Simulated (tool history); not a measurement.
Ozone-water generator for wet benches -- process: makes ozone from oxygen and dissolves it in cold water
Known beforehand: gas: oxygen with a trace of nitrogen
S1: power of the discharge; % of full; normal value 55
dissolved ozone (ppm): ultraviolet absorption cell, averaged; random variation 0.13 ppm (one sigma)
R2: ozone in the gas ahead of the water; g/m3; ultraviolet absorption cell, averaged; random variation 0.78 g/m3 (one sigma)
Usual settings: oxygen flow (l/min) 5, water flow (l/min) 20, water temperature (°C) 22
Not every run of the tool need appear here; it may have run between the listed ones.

Run 1, hour 0: usual settings. Result: dissolved ozone (ppm) 12.8, R2 118.6 g/m3.
Run 2, hour 37.9: usual settings. Result: dissolved ozone (ppm) 13, R2 118.9 g/m3.
Run 3, hour 57.3: usual settings. Result: dissolved ozone (ppm) 13, R2 120.3 g/m3.
Run 4, hour 88.2: usual settings. Result: dissolved ozone (ppm) 12.8, R2 118.3 g/m3.
Run 5, hour 105.5: usual settings. Result: dissolved ozone (ppm) 12.8, R2 118.2 g/m3.
Run 6, hour 138.8: usual settings but oxygen flow (l/min) 5.47. Result: dissolved ozone (ppm) 12.8, R2 114.3 g/m3.
Run 7, hour 166.9: usual settings but S1 61 % of full, oxygen flow (l/min) 7.57, water flow (l/min) 29, water temperature (°C) 19. Result: dissolved ozone (ppm) 11.3, R2 112.2 g/m3.
Run 8, hour 200.3: usual settings but S1 52 % of full, oxygen flow (l/min) 5.16, water flow (l/min) 21, water temperature (°C) 15. Result: dissolved ozone (ppm) 12.8, R2 111.3 g/m3.
Run 9, hour 228.3: usual settings but S1 82 % of full, oxygen flow (l/min) 7.9, water flow (l/min) 14, water temperature (°C) 15. Result: dissolved ozone (ppm) 27.3, R2 141.6 g/m3.
Run 10, hour 262.3: usual settings but S1 84 % of full, oxygen flow (l/min) 7.9, water flow (l/min) 28. Result: dissolved ozone (ppm) 14.9, R2 145.1 g/m3.
Run 11, hour 279.7: usual settings but S1 48 % of full, oxygen flow (l/min) 7.59. Result: dissolved ozone (ppm) 12.2, R2 90.6 g/m3.
Run 12, hour 312.6: usual settings but S1 45 % of full, oxygen flow (l/min) 6.4. Result: dissolved ozone (ppm) 11.3, R2 92.4 g/m3.

Below are 5 alternative next runs, each starting from the tool's condition after run 12. Predict each:
Run A, hour 334.6: usual settings but S1 85 % of full, oxygen flow (l/min) 7.53, water temperature (°C) 14. Result: dissolved ozone (ppm) ?, R2 ?.
Run B, hour 334.6: usual settings but oxygen flow (l/min) 4.59, water temperature (°C) 21. Result: dissolved ozone (ppm) ?, R2 ?.
Run C, hour 334.6: usual settings but S1 42 % of full, oxygen flow (l/min) 6.4. Result: dissolved ozone (ppm) ?, R2 ?.
Run D, hour 334.6: usual settings but S1 45 % of full, oxygen flow (l/min) 6.4, water temperature (°C) 23. Result: dissolved ozone (ppm) ?, R2 ?.
Run E, hour 334.6: usual settings but S1 60 % of full, oxygen flow (l/min) 3.89, water flow (l/min) 31. Result: dissolved ozone (ppm) ?, R2 ?.

run  dissolved ozone (ppm)     R2
  A                   22.2  147.4
  B                   12.8  122.5
  C                   10.5   87.4
  D                   10.9   91.9
  E                    8.6  139.6
With the hidden condition removed and each run's random variation left untouched, the same runs would have given:
run  dissolved ozone (ppm)     R2
  A                   22.2  147.5
  B                   12.8  122.5
  C                   10.5   87.4
  D                   10.9   91.9
  E                    8.6  139.6
